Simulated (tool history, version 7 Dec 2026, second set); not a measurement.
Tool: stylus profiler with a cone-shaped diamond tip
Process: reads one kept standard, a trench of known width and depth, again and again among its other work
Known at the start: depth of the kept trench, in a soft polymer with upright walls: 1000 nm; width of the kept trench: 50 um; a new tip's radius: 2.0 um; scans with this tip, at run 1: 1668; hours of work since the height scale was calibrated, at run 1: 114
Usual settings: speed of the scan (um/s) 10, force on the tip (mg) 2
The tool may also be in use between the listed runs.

| run | hour | speed of the scan (um/s) | force on the tip (mg) | scans with this tip | hours of work since the height scale was calibrated | depth of the trench (Å) | width of the trench's floor (µm) |
|---|---|---|---|---|---|---|---|
| 1 | 0 | 10 | 2 | 1668 | 114 | 10083.1 | 46.54 |
| 2 | 46.2 | 10 | 0.85 | 2176 | 148 | 10049.4 | 46.49 |
| 3 | 94.1 | 10 | 2.4 | 2701 | 184 | 10098.6 | 46.49 |
| 4 | 147.4 | 10 | 2.4 | 3287 | 224 | 10101.1 | 46.48 |
| 5 | 196.7 | 5 | 2 | 3829 | 261 | 10085.8 | 46.49 |
| 6 | 257.5 | 5 | 2 | 4497 | 306 | 10089.7 | 46.54 |
| 7 | 326.1 | 5 | 2 | 5250 | 358 | 10086.8 | 46.49 |
| 8 | 374.5 | 5 | 2 | 5782 | 394 | 10084.6 | 46.54 |
| 9 | 453.7 | 5 | 2 | 6653 | 453 | 10088.5 | 46.54 |
| 10 | 505.2 | 5 | 2 | 7219 | 492 | 10084.3 | 46.49 |
| 11 | 556.2 | 4 | 2 | 7780 | 530 | 10084.4 | 46.53 |
| 12 | 631.4 | 4 | 2 | 8606 | 586 | 10087.5 | 46.48 |
| 13 | 703.7 | 10 | 2 | 9399 | 640 | 10087.2 | 46.51 |
| 14 | 763.9 | 10 | 4.26 | 10062 | 685 | 10139.8 | 46.47 |
|  | 794.8 | new tip fitted, height scale calibrated |
| 15 | 807.5 | 10 | 4.26 | 139 | 9 | 10143 | 46.53 |
| 16 | 841.9 | 10 | 2 | 517 | 35 | 10090.5 | 46.55 |
| 17 | 883.3 | 11 | 1.7 | 972 | 66 | 10078.4 | 46.52 |
| 18 | 925.3 | 3 | 4.71 | 1434 | 98 | 10154 | 46.5 |
| 19 | 998.5 | 3 | 4.71 | 2238 | 152 | 10152.9 | 46.52 |
| 20 | 1047.1 | 3 | 0.81 | 2772 | 189 | 10046 | 46.52 |
| 21 | 1093.8 | 3 | 0.81 | 3285 | 224 | 10045.1 | 46.55 |
| 22 | 1175 | 21 | 2 | 4178 | 285 | 10087.2 | 46.49 |
| 23 | 1222.6 | 21 | 2 | 4700 | 320 | 10080.5 | 46.47 |
| 24 | 1292.4 | 21 | 2 | 5467 | 372 | 10084.2 | 46.46 |
| 25 | 1330.7 | 5 | 2.12 | 5888 | 401 | 10091.6 | 46.53 |
| 26 | 1372.4 | 5 | 2.12 | 6347 | 432 | 10090.9 | 46.47 |
| 27 | 1454.7 | 7 | 0.98 | 7251 | 494 | 10050.3 | 46.47 |
| 28 | 1522.8 | 5 | 2.93 | 7999 | 545 | 10109 | 46.57 |
| 29 | 1566.9 | 11 | 2 | 8484 | 578 | 10083.3 | 46.49 |
| 30 | 1641.7 | 3 | 3.13 | 9306 | 634 | 10114.7 | 46.53 |
| 31 | 1708.4 | 10 | 3.5 | 10039 | 684 | 10128.1 | 46.51 |

Hidden state at the last listed run before each entry between runs and at the first one after, where it differs:
Between runs 14 and 15: new tip fitted, height scale calibrated (hour 794.8)
  radius of the tip, um: 2.01 -> 2; height scale over the true one, %: -0.002 -> 0
